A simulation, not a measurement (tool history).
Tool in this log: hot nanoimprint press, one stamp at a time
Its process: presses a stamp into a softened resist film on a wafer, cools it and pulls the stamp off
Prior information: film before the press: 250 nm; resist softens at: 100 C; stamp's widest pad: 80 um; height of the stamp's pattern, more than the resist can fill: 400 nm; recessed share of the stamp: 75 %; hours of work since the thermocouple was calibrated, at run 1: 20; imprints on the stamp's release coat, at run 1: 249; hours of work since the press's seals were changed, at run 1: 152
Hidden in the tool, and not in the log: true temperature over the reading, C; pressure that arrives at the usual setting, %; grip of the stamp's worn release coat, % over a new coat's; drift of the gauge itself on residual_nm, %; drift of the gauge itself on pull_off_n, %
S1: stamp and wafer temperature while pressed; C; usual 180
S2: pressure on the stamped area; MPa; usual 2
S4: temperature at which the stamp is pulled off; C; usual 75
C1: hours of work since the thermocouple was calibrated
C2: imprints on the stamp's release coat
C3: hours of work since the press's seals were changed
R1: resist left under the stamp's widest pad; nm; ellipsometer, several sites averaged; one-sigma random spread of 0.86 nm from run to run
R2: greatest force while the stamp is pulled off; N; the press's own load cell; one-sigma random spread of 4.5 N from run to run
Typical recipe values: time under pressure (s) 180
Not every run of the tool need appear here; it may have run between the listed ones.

Run 1, hour 0: usual settings; C1 20; C2 249; C3 152. Result: R1 118.8 nm, R2 230 N.
Run 2, hour 11.9: usual settings but S4 80 C; C1 26; C2 277; C3 157. Result: R1 119 nm, R2 225 N.
Run 3, hour 18.3: usual settings but S4 77 C; C1 29; C2 293; C3 161. Result: R1 117.5 nm, R2 234 N.
Run 4, hour 25.7: usual settings but S4 77 C; C1 33; C2 311; C3 164. Result: R1 117.9 nm, R2 223 N.
Run 5, hour 38.1: usual settings but S2 3.13 MPa; C1 39; C2 341; C3 170. Result: R1 89.6 nm, R2 245 N.
Run 6, hour 52.4: usual settings but S2 3.13 MPa; C1 46; C2 375; C3 177. Result: R1 91.2 nm, R2 234 N.
Run 7, hour 67.5: usual settings but S2 3.13 MPa; C1 53; C2 412; C3 185. Result: R1 90.5 nm, R2 247 N.
Run 8, hour 74.9: usual settings but S1 185 C, S2 2.96 MPa, time under pressure (s) 102; C1 57; C2 430; C3 188. Result: R1 93.7 nm, R2 238 N.
Run 9, hour 85.4: usual settings but S1 185 C, S2 2.96 MPa, time under pressure (s) 102; C1 62; C2 455; C3 193. Result: R1 95.4 nm, R2 242 N.
Run 10, hour 96.5: usual settings but S1 185 C, S2 2.96 MPa, time under pressure (s) 102; C1 67; C2 482; C3 199. Result: R1 93.1 nm, R2 242 N.
Run 11, hour 109.9: usual settings but S1 185 C, S2 1.95 MPa, time under pressure (s) 102, S4 69 C; C1 74; C2 514; C3 205. Result: R1 119.6 nm, R2 252 N.
Run 12, hour 121.7: usual settings but S1 185 C, S2 1.95 MPa, time under pressure (s) 102, S4 69 C; C1 80; C2 543; C3 211. Result: R1 119.9 nm, R2 262 N.
Run 13, hour 136.4: usual settings but S1 171 C, S2 1.48 MPa, time under pressure (s) 328, S4 69 C; C1 87; C2 578; C3 219. Result: R1 163.8 nm, R2 251 N.
Run 14, hour 148.9: usual settings but S2 3.16 MPa, S4 82 C; C1 93; C2 608; C3 225. Result: R1 91.4 nm, R2 249 N.

Hidden state or all else? Some run-to-run changes of R1, split into what the settings, what came in and random variation would give without the hidden state, and what is left for the hidden state (with any gauge scatter that isn't in both results):
Run 4 -> 5: S2 2 -> 3.13, S4 77 -> 75. R1 -28.3 nm: hidden state +0.3, all else -28.6.
Run 13 -> 14: S1 171 -> 180, S2 1.48 -> 3.16, time under pressure (s) 328 -> 180, S4 69 -> 82. R1 -72.4 nm: hidden state +0.2, all else -72.6.

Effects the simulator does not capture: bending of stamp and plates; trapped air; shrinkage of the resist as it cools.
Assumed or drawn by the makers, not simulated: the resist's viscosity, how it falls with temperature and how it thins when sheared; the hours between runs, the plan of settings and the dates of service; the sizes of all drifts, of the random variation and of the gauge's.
